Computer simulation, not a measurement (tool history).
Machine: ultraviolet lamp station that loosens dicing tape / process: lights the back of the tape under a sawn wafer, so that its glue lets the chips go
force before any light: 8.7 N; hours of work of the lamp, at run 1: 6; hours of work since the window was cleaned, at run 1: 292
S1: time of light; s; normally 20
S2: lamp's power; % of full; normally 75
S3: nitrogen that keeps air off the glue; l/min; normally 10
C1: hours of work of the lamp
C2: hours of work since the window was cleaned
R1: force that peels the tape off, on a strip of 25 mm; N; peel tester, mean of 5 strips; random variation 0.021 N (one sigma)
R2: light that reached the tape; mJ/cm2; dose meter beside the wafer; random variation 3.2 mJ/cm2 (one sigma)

run	hour	S1	S2	S3	C1	C2	R1	R2
1	0.0	20	75	10	6	292	1.196	466
2	6.0	20	71	10	9	295	1.297	441
3	13.5	20	75	10	12	298	1.207	464
4	21.7	20	75	10	16	302	1.126	459
5	29.7	20	75	10	20	306	1.141	457
6	37.9	20	75	10	24	309	1.130	469
7	51.4	20	75	10	30	316	1.161	460
8	57.5	20	75	10	33	318	1.197	458
9	68.7	20	75	10	38	324	1.202	458
10	75.7	20	75	5	41	327	1.789	458
11	82.8	20	75	5	44	330	1.792	455
12	89.2	20	75	5	47	333	1.844	460
13	98.2	20	75	5	51	337	1.827	460
14	111.3	20	75	5	58	343	1.759	460
15	119.6	20	75	5	61	347	1.867	455
16	130.2	20	75	5	66	352	1.836	458
17	140.2	20	75	10	71	357	1.193	456
18	151.5	20	75	10	76	362	1.217	455
19	161.8	20	75	10	81	367	1.243	454
20	173.3	20	75	10	86	372	1.217	454
21	182.6	20	75	10	90	376	1.245	453
22	196.1	20	75	10	97	382	1.254	454
23	207.0	38	75	3	102	387	0.790	858
24	218.0	33	91	4	107	392	0.552	901
25	228.8	33	91	4	112	397	0.555	902
26	235.4	29	80	19	115	400	0.301	695
27	241.7	34	61	9	118	403	0.686	621
28	250.6	30	75	10	122	408	0.511	672
29	263.8	13	75	9	128	414	2.464	293
# hour 265.0: window cleaned of glue's vapour
30	272.9	12	75	10	132	4	2.828	250
31	284.9	12	75	10	137	9	2.750	253
32	298.6	20	77	10	144	16	1.294	436
33	309.8	20	62	10	149	21	1.893	350
# hour 315.8: window cleaned of glue's vapour, once more
34	318.1	20	73	6	153	1	1.568	460
35	324.4	20	79	10	155	4	1.051	502
36	335.5	20	75	5	161	9	1.657	472
37	343.8	20	75	5	164	13	1.744	473
38	353.8	29	75	8	169	18	0.580	682
39	363.2	20	68	10	173	22	1.376	430
40	376.4	20	75	5	179	28	1.758	473
41	390.0	23	79	3	186	34	1.746	561
42	399.0	20	60	5	190	38	2.440	378
43	412.2	20	68	7	196	44	1.669	421

Predict each of these 3 candidate next runs independently; none follows another, all start after run 43:
A	418.1	17	70	7	199	47	?	?
B	418.1	17	68	7	199	47	?	?
C	418.1	20	68	10	199	47	?	?

run	R1	R2
A	2.045	372
B	2.147	363
C	1.303	424
The same runs, with their run-to-run variation unchanged, on a tool lacking any hidden condition would have given:
run	R1	R2
A	1.879	394
B	1.977	385
C	1.174	450
